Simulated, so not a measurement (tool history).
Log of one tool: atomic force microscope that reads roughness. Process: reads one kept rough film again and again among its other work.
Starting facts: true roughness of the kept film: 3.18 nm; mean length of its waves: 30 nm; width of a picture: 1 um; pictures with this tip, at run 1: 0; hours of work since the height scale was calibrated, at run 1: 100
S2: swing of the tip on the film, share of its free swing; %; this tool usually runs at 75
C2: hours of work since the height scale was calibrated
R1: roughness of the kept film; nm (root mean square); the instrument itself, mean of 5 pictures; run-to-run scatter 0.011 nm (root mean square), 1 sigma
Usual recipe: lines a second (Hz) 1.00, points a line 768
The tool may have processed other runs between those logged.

Run 1, hour 0.0: usual settings; pictures with this tip 0; C2 100. Result: R1 2.575 nm (root mean square).
Run 2, hour 15.0: usual settings but points a line 874; pictures with this tip 26; C2 110. Result: R1 2.575 nm (root mean square).
Run 3, hour 29.9: usual settings but points a line 540; pictures with this tip 51; C2 119. Result: R1 2.571 nm (root mean square).
Run 4, hour 46.9: usual settings but points a line 540; pictures with this tip 80; C2 130. Result: R1 2.559 nm (root mean square).
Run 5, hour 60.3: usual settings but points a line 540; pictures with this tip 102; C2 138. Result: R1 2.539 nm (root mean square).
Run 6, hour 70.8: usual settings; pictures with this tip 120; C2 144. Result: R1 2.565 nm (root mean square).
Run 7, hour 81.9: usual settings; pictures with this tip 139; C2 151. Result: R1 2.549 nm (root mean square).
Run 8, hour 93.5: usual settings; pictures with this tip 158; C2 159. Result: R1 2.550 nm (root mean square).
Run 9, hour 110.2: usual settings; pictures with this tip 186; C2 169. Result: R1 2.565 nm (root mean square).
Run 10, hour 119.6: usual settings but points a line 706; pictures with this tip 202; C2 175. Result: R1 2.562 nm (root mean square).
Run 11, hour 137.5: usual settings; pictures with this tip 233; C2 186. Result: R1 2.552 nm (root mean square).
At hour 143.7: new tip fitted.
Run 12, hour 147.1: usual settings; pictures with this tip 6; C2 192. Result: R1 2.569 nm (root mean square).
Run 13, hour 155.9: usual settings; pictures with this tip 21; C2 197. Result: R1 2.571 nm (root mean square).
Run 14, hour 167.5: usual settings; pictures with this tip 40; C2 204. Result: R1 2.564 nm (root mean square).
Run 15, hour 187.5: usual settings; pictures with this tip 74; C2 217. Result: R1 2.568 nm (root mean square).
Run 16, hour 206.2: usual settings but lines a second (Hz) 0.56, points a line 259; pictures with this tip 106; C2 228. Result: R1 2.626 nm (root mean square).
Run 17, hour 225.4: usual settings but lines a second (Hz) 0.56, points a line 259; pictures with this tip 138; C2 240. Result: R1 2.623 nm (root mean square).
Run 18, hour 240.3: usual settings but points a line 324; pictures with this tip 163; C2 250. Result: R1 2.543 nm (root mean square).
Run 19, hour 254.3: usual settings but points a line 324; pictures with this tip 187; C2 258. Result: R1 2.550 nm (root mean square).
Run 20, hour 274.8: usual settings but lines a second (Hz) 0.54, S2 67 %, points a line 957; pictures with this tip 222; C2 271. Result: R1 2.718 nm (root mean square).
At hour 287.2: new tip fitted.
Run 21, hour 291.5: usual settings but lines a second (Hz) 3.83, S2 83 %, points a line 957; pictures with this tip 7; C2 281. Result: R1 1.890 nm (root mean square).
Run 22, hour 303.7: usual settings but lines a second (Hz) 0.70, S2 72 %; pictures with this tip 28; C2 289. Result: R1 2.655 nm (root mean square).
Run 23, hour 322.0: usual settings but lines a second (Hz) 0.91, S2 79 %, points a line 653; pictures with this tip 59; C2 300. Result: R1 2.549 nm (root mean square).
Run 24, hour 332.6: usual settings but lines a second (Hz) 0.91, S2 79 %, points a line 653; pictures with this tip 77; C2 307. Result: R1 2.520 nm (root mean square).
Run 25, hour 351.9: usual settings but lines a second (Hz) 0.91, S2 63 %, points a line 720; pictures with this tip 109; C2 319. Result: R1 2.692 nm (root mean square).
Run 26, hour 364.8: usual settings but lines a second (Hz) 1.50, S2 63 %, points a line 767; pictures with this tip 131; C2 327. Result: R1 2.615 nm (root mean square).
Run 27, hour 376.5: usual settings but lines a second (Hz) 0.64, S2 81 %, points a line 297; pictures with this tip 151; C2 334. Result: R1 2.567 nm (root mean square).
Run 28, hour 388.9: usual settings but lines a second (Hz) 0.68, S2 65 %, points a line 534; pictures with this tip 172; C2 342. Result: R1 2.683 nm (root mean square).
Run 29, hour 407.9: usual settings but lines a second (Hz) 1.14, S2 89 %, points a line 505; pictures with this tip 204; C2 354. Result: R1 2.353 nm (root mean square).

What differs in the tool's unlogged condition from the final listed run ahead of each entry between runs to the first listed run following it?
After run 11, before run 12: new tip fitted (hour 143.7)
  radius of the tip, nm: 10.1 -> 10
After run 20, before run 21: new tip fitted (hour 287.2)
  radius of the tip, nm: 10.1 -> 10
